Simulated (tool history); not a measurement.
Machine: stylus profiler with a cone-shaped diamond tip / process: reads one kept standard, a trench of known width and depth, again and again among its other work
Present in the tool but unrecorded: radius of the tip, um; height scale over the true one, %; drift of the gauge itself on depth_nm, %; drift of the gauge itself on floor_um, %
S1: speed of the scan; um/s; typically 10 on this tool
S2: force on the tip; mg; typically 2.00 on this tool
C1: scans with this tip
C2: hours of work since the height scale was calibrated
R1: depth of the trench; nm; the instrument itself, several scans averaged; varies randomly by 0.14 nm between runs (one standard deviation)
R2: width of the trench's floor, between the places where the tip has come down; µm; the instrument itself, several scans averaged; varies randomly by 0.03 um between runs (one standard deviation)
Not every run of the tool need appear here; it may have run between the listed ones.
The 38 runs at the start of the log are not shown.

run	hour	S1	S2	C1	C2	R1	R2
39	1810.4	2	0.94	10836	1925	500.16	96.31
40	1865.7	12	1.85	10984	1952	501.42	96.28
41	1898.7	5	4.20	11073	1967	504.09	96.32
42	1964.0	5	4.20	11248	1998	504.09	96.38
43	2024.1	18	1.79	11409	2027	501.00	96.18
44	2075.5	28	2.80	11547	2052	502.46	96.25
45	2114.5	28	2.80	11651	2070	502.47	96.20
46	2146.4	28	2.80	11737	2085	502.12	96.18

Branching from run 46: 5 alternative next runs. What would each branch give?
A	2207.4	28	1.87	11900	2114	?	?
B	2207.4	4	2.60	11900	2114	?	?
C	2207.4	9	1.70	11900	2114	?	?
D	2207.4	28	1.06	11900	2114	?	?
E	2207.4	28	2.33	11900	2114	?	?

run	R1	R2
A	501.25	96.14
B	501.91	96.24
C	500.89	96.21
D	499.76	96.14
E	501.64	96.20
What these runs would have given with no unlogged condition in the tool:
run	R1	R2
A	503.87	96.87
B	504.54	96.96
C	503.51	96.93
D	502.37	96.86
E	504.26	96.92

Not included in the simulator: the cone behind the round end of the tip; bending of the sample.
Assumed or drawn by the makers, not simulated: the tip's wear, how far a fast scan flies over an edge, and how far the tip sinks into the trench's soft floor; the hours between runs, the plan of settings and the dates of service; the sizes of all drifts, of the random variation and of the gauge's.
